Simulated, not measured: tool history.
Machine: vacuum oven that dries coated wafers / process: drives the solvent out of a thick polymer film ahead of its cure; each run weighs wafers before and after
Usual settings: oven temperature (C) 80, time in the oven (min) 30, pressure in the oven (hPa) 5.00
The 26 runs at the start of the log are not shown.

Run 27, hour 509.1: usual settings but pressure in the oven (hPa) 18.84. Result: solvent left in the film (%) 4.37.
Run 28, hour 534.8: usual settings but time in the oven (min) 29, pressure in the oven (hPa) 14.14. Result: solvent left in the film (%) 3.65.
Run 29, hour 562.4: usual settings but oven temperature (C) 93, time in the oven (min) 22, pressure in the oven (hPa) 15.83. Result: solvent left in the film (%) 2.09.
Run 30, hour 576.4: usual settings but pressure in the oven (hPa) 2.53. Result: solvent left in the film (%) 1.72.
Run 31, hour 591.5: usual settings but pressure in the oven (hPa) 2.53. Result: solvent left in the film (%) 1.67.
Run 32, hour 614.8: usual settings but oven temperature (C) 74, time in the oven (min) 22, pressure in the oven (hPa) 5.89. Result: solvent left in the film (%) 4.87.
Run 33, hour 634.6: usual settings but oven temperature (C) 83. Result: solvent left in the film (%) 1.57.
Run 34, hour 651.9: usual settings but oven temperature (C) 72, time in the oven (min) 48. Result: solvent left in the film (%) 2.74.
Run 35, hour 667.3: usual settings but oven temperature (C) 72, time in the oven (min) 48. Result: solvent left in the film (%) 2.67.
Run 36, hour 681.7: usual settings but oven temperature (C) 90, time in the oven (min) 32, pressure in the oven (hPa) 5.14. Result: solvent left in the film (%) 0.72.
Run 37, hour 696.1: usual settings but oven temperature (C) 86, time in the oven (min) 41. Result: solvent left in the film (%) 0.92.
Run 38, hour 715.7: usual settings but oven temperature (C) 86, time in the oven (min) 41. Result: solvent left in the film (%) 0.93.
Run 39, hour 739.2: usual settings but oven temperature (C) 86, time in the oven (min) 41. Result: solvent left in the film (%) 0.89.
Run 40, hour 762.3: usual settings but oven temperature (C) 86, time in the oven (min) 41. Result: solvent left in the film (%) 0.89.
Run 41, hour 781.6: usual settings but oven temperature (C) 86, time in the oven (min) 17, pressure in the oven (hPa) 5.19. Result: solvent left in the film (%) 2.37.
Run 42, hour 795.6: usual settings but oven temperature (C) 86, time in the oven (min) 17, pressure in the oven (hPa) 5.19. Result: solvent left in the film (%) 2.42.
Run 43, hour 820.4: usual settings but oven temperature (C) 86, time in the oven (min) 47, pressure in the oven (hPa) 4.52. Result: solvent left in the film (%) 0.74.
Run 44, hour 833.8: usual settings but oven temperature (C) 88, time in the oven (min) 17, pressure in the oven (hPa) 4.54. Result: solvent left in the film (%) 1.92.
Run 45, hour 851.5: usual settings but oven temperature (C) 88, time in the oven (min) 17, pressure in the oven (hPa) 4.54. Result: solvent left in the film (%) 1.83.
Run 46, hour 876.4: usual settings but oven temperature (C) 69, time in the oven (min) 28, pressure in the oven (hPa) 13.87. Result: solvent left in the film (%) 6.94.
Run 47, hour 900.1: usual settings but oven temperature (C) 69, time in the oven (min) 28, pressure in the oven (hPa) 13.87. Result: solvent left in the film (%) 7.13.

Each row is a separate what-if for the run after 47, all from the same tool condition, not one after another. Results?
Run A, hour 926.7: usual settings but oven temperature (C) 93. Result: solvent left in the film (%) ?.
Run B, hour 926.7: usual settings but oven temperature (C) 88, time in the oven (min) 22, pressure in the oven (hPa) 2.63. Result: solvent left in the film (%) ?.
Run C, hour 926.7: usual settings but oven temperature (C) 87, time in the oven (min) 23, pressure in the oven (hPa) 5.40. Result: solvent left in the film (%) ?.

run  solvent left in the film (%)
  A                          0.67
  B                          1.08
  C                          1.47
With no hidden state in the tool, these same runs would have given:
run  solvent left in the film (%)
  A                          0.66
  B                          1.08
  C                          1.46
